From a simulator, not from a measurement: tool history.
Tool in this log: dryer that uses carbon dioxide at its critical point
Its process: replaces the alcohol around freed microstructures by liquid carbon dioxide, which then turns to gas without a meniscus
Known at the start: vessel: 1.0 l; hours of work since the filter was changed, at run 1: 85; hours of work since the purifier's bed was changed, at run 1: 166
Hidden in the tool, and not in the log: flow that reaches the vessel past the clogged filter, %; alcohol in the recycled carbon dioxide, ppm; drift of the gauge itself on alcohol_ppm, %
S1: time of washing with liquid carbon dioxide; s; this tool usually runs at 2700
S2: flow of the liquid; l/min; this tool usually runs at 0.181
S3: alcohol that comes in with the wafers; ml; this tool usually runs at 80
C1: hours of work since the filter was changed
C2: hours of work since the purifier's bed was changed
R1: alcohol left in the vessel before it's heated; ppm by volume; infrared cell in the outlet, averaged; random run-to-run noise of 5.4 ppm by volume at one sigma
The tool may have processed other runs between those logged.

Run 1, day 0: usual settings; C1 85; C2 166. Result: R1 192 ppm by volume.
Run 2, day 0.517: usual settings; C1 90; C2 171. Result: R1 194 ppm by volume.
Run 3, day 0.767: usual settings; C1 92; C2 173. Result: R1 184 ppm by volume.
Run 4, day 1.308: usual settings but S2 0.299 l/min; C1 98; C2 179. Result: R1 25 ppm by volume.
Run 5, day 1.604: usual settings but S2 0.299 l/min, S3 24 ml; C1 100; C2 181. Result: R1 17 ppm by volume.
Run 6, day 1.929: usual settings but S2 0.299 l/min, S3 24 ml; C1 103; C2 184. Result: R1 26 ppm by volume.
Run 7, day 2.521: usual settings but S2 0.299 l/min, S3 24 ml; C1 109; C2 190. Result: R1 28 ppm by volume.
Run 8, day 2.958: usual settings but S2 0.299 l/min, S3 24 ml; C1 113; C2 194. Result: R1 30 ppm by volume.
Run 9, day 3.254: usual settings; C1 116; C2 197. Result: R1 209 ppm by volume.
Run 10, day 3.75: usual settings; C1 121; C2 202. Result: R1 202 ppm by volume.
Run 11, day 4.025: usual settings; C1 123; C2 204. Result: R1 204 ppm by volume.
Run 12, day 4.379: usual settings; C1 127; C2 208. Result: R1 209 ppm by volume.
Run 13, day 4.771: usual settings; C1 131; C2 212. Result: R1 202 ppm by volume.
Run 14, day 5.062: usual settings; C1 133; C2 214. Result: R1 205 ppm by volume.
Run 15, day 5.654: usual settings but S1 3840 s; C1 139; C2 220. Result: R1 49 ppm by volume.
Run 16, day 6.067: usual settings but S1 3840 s, S2 0.265 l/min; C1 143; C2 224. Result: R1 35 ppm by volume.
Run 17, day 6.588: usual settings but S1 2640 s; C1 148; C2 229. Result: R1 247 ppm by volume.
Run 18, day 6.983: usual settings but S1 2640 s, S2 0.165 l/min; C1 152; C2 233. Result: R1 411 ppm by volume.
Run 19, day 7.292: usual settings but S1 2640 s, S2 0.165 l/min; C1 155; C2 236. Result: R1 413 ppm by volume.
Run 20, day 7.792: usual settings but S1 2640 s, S2 0.165 l/min; C1 159; C2 240. Result: R1 419 ppm by volume.
Run 21, day 8.262: usual settings but S1 2640 s, S2 0.147 l/min, S3 78 ml; C1 164; C2 245. Result: R1 739 ppm by volume.
Run 22, day 8.754: usual settings but S1 2640 s, S2 0.147 l/min, S3 78 ml; C1 169; C2 249. Result: R1 775 ppm by volume.
Run 23, day 9.179: usual settings but S1 2640 s, S2 0.147 l/min, S3 78 ml; C1 173; C2 254. Result: R1 765 ppm by volume.
Run 24, day 9.633: usual settings but S2 0.115 l/min; C1 177; C2 258. Result: R1 2088 ppm by volume.
Run 25, day 9.942: usual settings but S1 2760 s, S2 0.2 l/min, S3 52 ml; C1 180; C2 261. Result: R1 97 ppm by volume.
Run 26, day 10.346: usual settings but S1 4320 s, S2 0.2 l/min, S3 52 ml; C1 184; C2 265. Result: R1 39 ppm by volume.
Run 27, day 10.662: usual settings but S1 4140 s, S2 0.222 l/min, S3 33 ml; C1 187; C2 268. Result: R1 38 ppm by volume.
Run 28, day 10.912: usual settings but S1 4140 s, S2 0.222 l/min, S3 33 ml; C1 189; C2 270. Result: R1 32 ppm by volume.
Run 29, day 11.408: usual settings but S1 3060 s, S2 0.152 l/min, S3 28 ml; C1 194; C2 275. Result: R1 144 ppm by volume.
Run 30, day 11.812: usual settings but S1 1740 s, S2 0.158 l/min; C1 198; C2 279. Result: R1 2995 ppm by volume.
Run 31, day 12.146: usual settings but S1 1800 s, S3 59 ml; C1 201; C2 282. Result: R1 1194 ppm by volume.
Run 32, day 12.7: usual settings but S1 1800 s, S3 59 ml; C1 206; C2 287. Result: R1 1215 ppm by volume.
Run 33, day 13.046: usual settings but S1 3360 s, S2 0.193 l/min, S3 21 ml; C1 209; C2 290. Result: R1 36 ppm by volume.
Run 34, day 13.479: usual settings but S1 1860 s, S2 0.14 l/min; C1 214; C2 294. Result: R1 3801 ppm by volume.
Run 35, day 13.767: usual settings but S1 4080 s; C1 216; C2 297. Result: R1 62 ppm by volume.
Run 36, day 14.35: usual settings but S1 3780 s, S2 0.178 l/min, S3 24 ml; C1 222; C2 303. Result: R1 43 ppm by volume.
Run 37, day 14.767: usual settings but S1 2040 s, S2 0.168 l/min, S3 32 ml; C1 226; C2 307. Result: R1 598 ppm by volume.
Run 38, day 15.112: usual settings but S1 2040 s, S2 0.168 l/min, S3 32 ml; C1 229; C2 310. Result: R1 596 ppm by volume.
Run 39, day 15.425: usual settings but S1 2040 s, S2 0.168 l/min, S3 32 ml; C1 232; C2 313. Result: R1 580 ppm by volume.
Run 40, day 15.862: usual settings but S1 2280 s, S2 0.168 l/min, S3 32 ml; C1 236; C2 317. Result: R1 374 ppm by volume.

What if the next run were any one of these 5? Each begins from the tool's condition after run 40:
Run A, day 16.367: usual settings but S1 1800 s; C1 241; C2 322. Result: R1 ?.
Run B, day 16.367: usual settings but S1 2280 s, S2 0.168 l/min, S3 64 ml; C1 241; C2 322. Result: R1 ?.
Run C, day 16.367: usual settings but S1 3120 s, S2 0.21 l/min, S3 60 ml; C1 241; C2 322. Result: R1 ?.
Run D, day 16.367: usual settings but S1 3180 s, S2 0.256 l/min, S3 76 ml; C1 241; C2 322. Result: R1 ?.
Run E, day 16.367: usual settings but S1 2100 s, S3 38 ml; C1 241; C2 322. Result: R1 ?.

run    R1
  A  1678
  B   743
  C    61
  D    49
  E   442
Had the tool no hidden state, the same runs would have come out as:
run    R1
  A  1126
  B   457
  C    14
  D    11
  E   263
